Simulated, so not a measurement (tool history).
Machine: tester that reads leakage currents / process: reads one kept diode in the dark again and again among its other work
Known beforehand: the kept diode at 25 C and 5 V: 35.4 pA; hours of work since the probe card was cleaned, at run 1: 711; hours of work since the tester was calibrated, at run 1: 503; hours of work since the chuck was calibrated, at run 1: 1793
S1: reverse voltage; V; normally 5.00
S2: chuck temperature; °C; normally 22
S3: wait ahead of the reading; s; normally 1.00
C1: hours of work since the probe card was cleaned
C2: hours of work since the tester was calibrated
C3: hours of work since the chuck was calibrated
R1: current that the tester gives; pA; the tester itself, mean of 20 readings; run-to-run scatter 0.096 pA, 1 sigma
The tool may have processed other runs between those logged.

run 1 hour=0.0 | S1=5.00 S2=22 S3=1.00 | C1=711 C2=503 C3=1793 | R1=30.92
run 2 hour=35.8 | S1=5.00 S2=22 S3=3.70 | C1=739 C2=531 C3=1820 | R1=30.93
run 3 hour=64.2 | S1=5.00 S2=22 S3=3.70 | C1=761 C2=553 C3=1842 | R1=30.87
run 4 hour=94.7 | S1=5.00 S2=22 S3=1.00 | C1=784 C2=576 C3=1865 | R1=31.47
run 5 hour=117.4 | S1=5.00 S2=22 S3=1.00 | C1=801 C2=593 C3=1883 | R1=31.66
run 6 hour=142.1 | S1=9.09 S2=22 S3=1.00 | C1=820 C2=612 C3=1902 | R1=46.66
run 7 hour=167.4 | S1=9.09 S2=22 S3=1.00 | C1=840 C2=632 C3=1921 | R1=47.23
-- hour=188.0 chuck's temperature calibrated
run 8 hour=205.4 | S1=9.09 S2=22 S3=1.00 | C1=867 C2=659 C3=13 | R1=50.60
run 9 hour=226.2 | S1=5.00 S2=22 S3=1.00 | C1=883 C2=675 C3=29 | R1=34.15
run 10 hour=246.2 | S1=5.00 S2=22 S3=1.00 | C1=898 C2=690 C3=45 | R1=34.41
run 11 hour=281.6 | S1=5.00 S2=22 S3=1.00 | C1=925 C2=717 C3=72 | R1=34.71
run 12 hour=322.2 | S1=4.30 S2=22 S3=1.00 | C1=957 C2=748 C3=103 | R1=31.38
run 13 hour=354.6 | S1=4.30 S2=22 S3=1.00 | C1=981 C2=773 C3=128 | R1=31.62
run 14 hour=377.5 | S1=5.00 S2=22 S3=9.49 | C1=999 C2=791 C3=145 | R1=34.53
run 15 hour=409.0 | S1=1.97 S2=22 S3=1.00 | C1=1023 C2=815 C3=169 | R1=19.43
run 16 hour=443.9 | S1=1.97 S2=22 S3=1.00 | C1=1050 C2=842 C3=196 | R1=19.50
run 17 hour=472.8 | S1=1.97 S2=22 S3=1.00 | C1=1072 C2=864 C3=218 | R1=19.54
run 18 hour=515.1 | S1=5.00 S2=22 S3=1.00 | C1=1104 C2=896 C3=250 | R1=35.83
run 19 hour=538.9 | S1=5.00 S2=22 S3=1.00 | C1=1122 C2=914 C3=269 | R1=35.84
run 20 hour=573.8 | S1=5.00 S2=22 S3=1.00 | C1=1149 C2=941 C3=295 | R1=35.78
run 21 hour=595.5 | S1=5.00 S2=46 S3=6.81 | C1=1166 C2=958 C3=312 | R1=221.36
run 22 hour=633.3 | S1=11.58 S2=26 S3=0.40 | C1=1195 C2=987 C3=341 | R1=85.46
run 23 hour=665.3 | S1=11.58 S2=26 S3=0.40 | C1=1219 C2=1011 C3=365 | R1=85.78
run 24 hour=702.2 | S1=11.58 S2=26 S3=0.40 | C1=1247 C2=1039 C3=394 | R1=86.28
run 25 hour=735.7 | S1=11.58 S2=26 S3=0.40 | C1=1273 C2=1065 C3=419 | R1=86.42
run 26 hour=763.0 | S1=11.58 S2=26 S3=0.40 | C1=1294 C2=1086 C3=440 | R1=86.80
run 27 hour=804.9 | S1=2.32 S2=23 S3=0.75 | C1=1326 C2=1118 C3=472 | R1=24.12
-- hour=810.7 probe card cleaned and baked
run 28 hour=827.2 | S1=9.23 S2=22 S3=1.31 | C1=13 C2=1133 C3=487 | R1=65.24
run 29 hour=868.3 | S1=1.90 S2=44 S3=1.04 | C1=44 C2=1164 C3=518 | R1=112.29
run 30 hour=899.7 | S1=4.44 S2=22 S3=2.29 | C1=68 C2=1188 C3=542 | R1=38.65
run 31 hour=930.4 | S1=5.00 S2=22 S3=2.65 | C1=92 C2=1212 C3=566 | R1=42.05
run 32 hour=969.2 | S1=5.00 S2=22 S3=2.65 | C1=121 C2=1241 C3=596 | R1=42.54
run 33 hour=1004.0 | S1=18.07 S2=26 S3=1.98 | C1=148 C2=1268 C3=622 | R1=136.13
run 34 hour=1021.3 | S1=3.76 S2=49 S3=7.20 | C1=161 C2=1281 C3=636 | R1=239.67
-- hour=1059.7 probe card cleaned and baked, once more
run 35 hour=1064.6 | S1=3.22 S2=26 S3=0.72 | C1=4 C2=1312 C3=666 | R1=30.73
run 36 hour=1092.9 | S1=5.00 S2=44 S3=0.32 | C1=25 C2=1334 C3=688 | R1=182.02
run 37 hour=1113.8 | S1=5.00 S2=22 S3=2.73 | C1=41 C2=1350 C3=704 | R1=27.16
run 38 hour=1141.5 | S1=5.00 S2=30 S3=2.73 | C1=63 C2=1371 C3=725 | R1=55.79
run 39 hour=1159.9 | S1=1.29 S2=33 S3=1.00 | C1=77 C2=1385 C3=739 | R1=34.23

Branching from run 39: 4 alternative next runs. What would each branch give?
run A hour=1195.3 | S1=5.00 S2=53 S3=5.80 | C1=104 C2=1412 C3=766 | R1=?
run B hour=1195.3 | S1=5.00 S2=56 S3=6.80 | C1=104 C2=1412 C3=766 | R1=?
run C hour=1195.3 | S1=11.60 S2=53 S3=3.69 | C1=104 C2=1412 C3=766 | R1=?
run D hour=1195.3 | S1=5.00 S2=22 S3=0.51 | C1=104 C2=1412 C3=766 | R1=?

run=A R1=363.44
run=B R1=459.31
run=C R1=581.97
run=D R1=28.43
What these runs would have given with no unlogged condition in the tool:
run=A R1=366.51
run=B R1=463.27
run=C R1=586.27
run=D R1=27.97
